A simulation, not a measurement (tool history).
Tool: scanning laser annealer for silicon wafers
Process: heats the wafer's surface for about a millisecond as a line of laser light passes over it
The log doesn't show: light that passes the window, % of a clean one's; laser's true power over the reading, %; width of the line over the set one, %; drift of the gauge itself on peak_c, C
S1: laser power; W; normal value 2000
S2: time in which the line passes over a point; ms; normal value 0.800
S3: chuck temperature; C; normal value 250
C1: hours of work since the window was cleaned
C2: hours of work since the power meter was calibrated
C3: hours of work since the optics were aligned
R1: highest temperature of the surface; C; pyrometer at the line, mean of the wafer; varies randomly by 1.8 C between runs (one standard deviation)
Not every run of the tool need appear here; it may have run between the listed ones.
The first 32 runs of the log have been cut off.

run	hour	S1	S2	S3	C1	C2	C3	R1
33	230.6	1965	0.800	224	302	267	366	979
34	234.7	1965	0.800	224	304	269	367	978
35	239.0	1738	0.901	284	306	270	369	992
36	244.9	1775	0.901	266	308	273	372	989
37	251.9	1775	0.901	266	312	276	375	985
38	259.5	1775	0.729	269	315	279	378	919
39	265.6	1775	0.729	269	318	282	381	914
40	270.9	2100	0.572	250	320	284	383	926
41	280.5	2100	0.572	250	324	289	388	926

3 options for the next run, each taken on its own from the tool as it stands now. Forecast them:
A	290.1	1873	0.748	226	328	293	392	?
B	290.1	1983	0.860	226	328	293	392	?
C	290.1	2000	0.711	226	328	293	392	?

run	R1
A	913
B	1015
C	946
Stripped of hidden state, with their random variation kept, the same runs would have yielded:
run	R1
A	933
B	1037
C	966

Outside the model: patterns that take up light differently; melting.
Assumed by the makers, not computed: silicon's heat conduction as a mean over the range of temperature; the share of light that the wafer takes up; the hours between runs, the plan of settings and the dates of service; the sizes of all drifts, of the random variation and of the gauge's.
